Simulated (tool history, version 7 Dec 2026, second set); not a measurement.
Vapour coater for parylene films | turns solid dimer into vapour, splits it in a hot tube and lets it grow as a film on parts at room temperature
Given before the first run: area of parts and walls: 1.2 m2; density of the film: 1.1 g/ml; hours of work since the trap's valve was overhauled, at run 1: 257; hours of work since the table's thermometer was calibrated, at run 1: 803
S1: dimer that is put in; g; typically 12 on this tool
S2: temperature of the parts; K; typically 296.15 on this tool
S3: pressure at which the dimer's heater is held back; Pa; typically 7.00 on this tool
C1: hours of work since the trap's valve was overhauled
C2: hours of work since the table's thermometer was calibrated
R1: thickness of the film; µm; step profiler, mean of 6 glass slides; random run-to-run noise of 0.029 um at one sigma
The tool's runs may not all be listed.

run	hour	S1	S2	S3	C1	C2	R1
1	0.0	12	296.15	7.00	257	803	4.77
2	42.3	12	296.15	7.00	279	825	4.74
3	71.6	6	296.15	7.00	294	840	2.41
4	96.1	11	296.15	7.00	306	852	4.35
5	135.2	12	296.15	7.00	326	872	4.79
6	167.3	12	296.15	7.00	343	889	4.69
# hour 212.7: trap's valve overhauled
7	212.7	12	296.15	7.00	0	910	4.54
8	250.2	12	296.15	7.00	19	929	4.53
# hour 268.3: table's thermometer calibrated
9	274.2	12	296.15	7.00	31	3	4.32
10	315.0	12	296.15	7.00	52	24	4.30
11	359.8	12	296.15	8.39	75	47	4.24
12	393.5	12	296.15	8.39	92	64	4.25
13	413.8	12	296.15	7.00	103	75	4.23
# hour 458.8: trap's valve overhauled, once more
14	460.8	12	296.15	7.00	1	97	4.87
15	479.4	12	296.15	7.00	11	106	4.80
16	521.1	12	296.15	7.00	32	128	4.85
17	544.5	12	296.15	7.00	44	140	4.78
18	582.7	12	296.15	7.00	64	159	4.80
19	608.9	12	296.15	3.88	77	173	4.97
20	644.5	13	296.15	7.00	95	191	5.18
21	687.2	13	296.15	9.06	117	213	5.08
22	728.7	13	296.15	9.06	139	234	5.03
23	768.2	13	296.15	9.06	159	255	5.05
24	808.1	9	296.15	9.06	179	275	3.46
25	848.2	9	296.15	9.06	200	296	3.46
26	867.3	9	296.15	9.06	210	306	3.52
27	907.1	8	288.15	2.45	230	326	4.29
28	938.6	9	295.15	8.34	246	342	3.58
29	974.1	9	295.15	8.34	265	360	3.56
30	1006.8	8	295.15	3.49	281	377	3.31
31	1026.6	21	291.15	2.13	292	387	10.27
32	1049.3	13	291.15	9.63	303	399	5.79
33	1086.9	12	300.15	7.00	323	418	4.07
34	1114.8	12	300.15	7.00	337	433	4.06
35	1148.9	11	304.15	2.50	354	450	3.42
# hour 1170.8: trap's valve overhauled
36	1183.5	12	303.15	7.00	6	466	3.92
37	1215.3	12	303.15	7.00	23	482	3.95
38	1237.7	6	296.15	5.79	34	494	2.47
39	1274.2	11	296.15	6.40	53	512	4.57
40	1305.2	11	288.15	4.75	69	528	5.98
41	1341.1	9	298.15	8.75	87	547	3.40
42	1368.2	20	297.15	8.75	101	561	7.75
43	1394.2	5	296.15	6.87	115	574	2.03

3 ways to go on from here, each from the tool as it stands after run 43. What would each give?
A	1428.6	6	291.15	7.74	132	592	?
B	1428.6	5	298.15	6.87	132	592	?
C	1428.6	22	296.15	6.87	132	592	?

run	R1
A	2.85
B	1.88
C	8.90
The same runs, with their run-to-run variation unchanged, on a tool lacking any hidden condition would have given:
run	R1
A	2.84
B	1.87
C	8.87
